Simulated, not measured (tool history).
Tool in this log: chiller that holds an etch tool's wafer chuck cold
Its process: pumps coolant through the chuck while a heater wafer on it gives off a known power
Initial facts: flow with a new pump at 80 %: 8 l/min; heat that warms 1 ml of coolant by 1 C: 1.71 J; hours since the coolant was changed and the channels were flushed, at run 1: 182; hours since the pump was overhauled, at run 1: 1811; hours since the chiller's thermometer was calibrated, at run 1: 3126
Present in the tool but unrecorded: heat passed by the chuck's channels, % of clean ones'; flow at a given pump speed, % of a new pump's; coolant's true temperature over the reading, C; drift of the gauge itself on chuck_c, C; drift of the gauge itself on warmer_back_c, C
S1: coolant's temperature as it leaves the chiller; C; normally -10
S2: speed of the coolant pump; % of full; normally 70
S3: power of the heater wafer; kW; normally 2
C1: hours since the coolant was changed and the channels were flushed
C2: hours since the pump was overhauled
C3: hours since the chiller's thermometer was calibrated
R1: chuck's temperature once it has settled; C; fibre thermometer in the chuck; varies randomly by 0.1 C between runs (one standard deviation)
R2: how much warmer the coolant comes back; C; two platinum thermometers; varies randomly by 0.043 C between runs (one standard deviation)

run 1 hour=0 | S1=-10 S2=70 S3=2 | C1=182 C2=1811 C3=3126 | R1=6.3 R2=10.52
run 2 hour=47.4 | S1=-10 S2=70 S3=2 | C1=229 C2=1858 C3=3174 | R1=6.4 R2=10.45
-- hour=129 chiller's thermometer calibrated
run 3 hour=132.7 | S1=-10 S2=70 S3=2 | C1=314 C2=1942 C3=4 | R1=6.4 R2=10.57
run 4 hour=210.3 | S1=-10 S2=70 S3=2 | C1=391 C2=2020 C3=81 | R1=6.3 R2=10.51
run 5 hour=291.9 | S1=-10 S2=70 S3=2 | C1=473 C2=2102 C3=163 | R1=6.5 R2=10.59
run 6 hour=354.5 | S1=-10 S2=70 S3=2 | C1=535 C2=2164 C3=226 | R1=6.2 R2=10.49

What does the tool deliver on the next run?
run 7 hour=416.1 | S1=-2 S2=70 S3=2 | C1=597 C2=2226 C3=287 | R1=? R2=?

R1: 14.4 C
R2: 10.51 C
Had the tool carried no hidden state, the very same run would have given R1 14.1 C, R2 10.23 C.
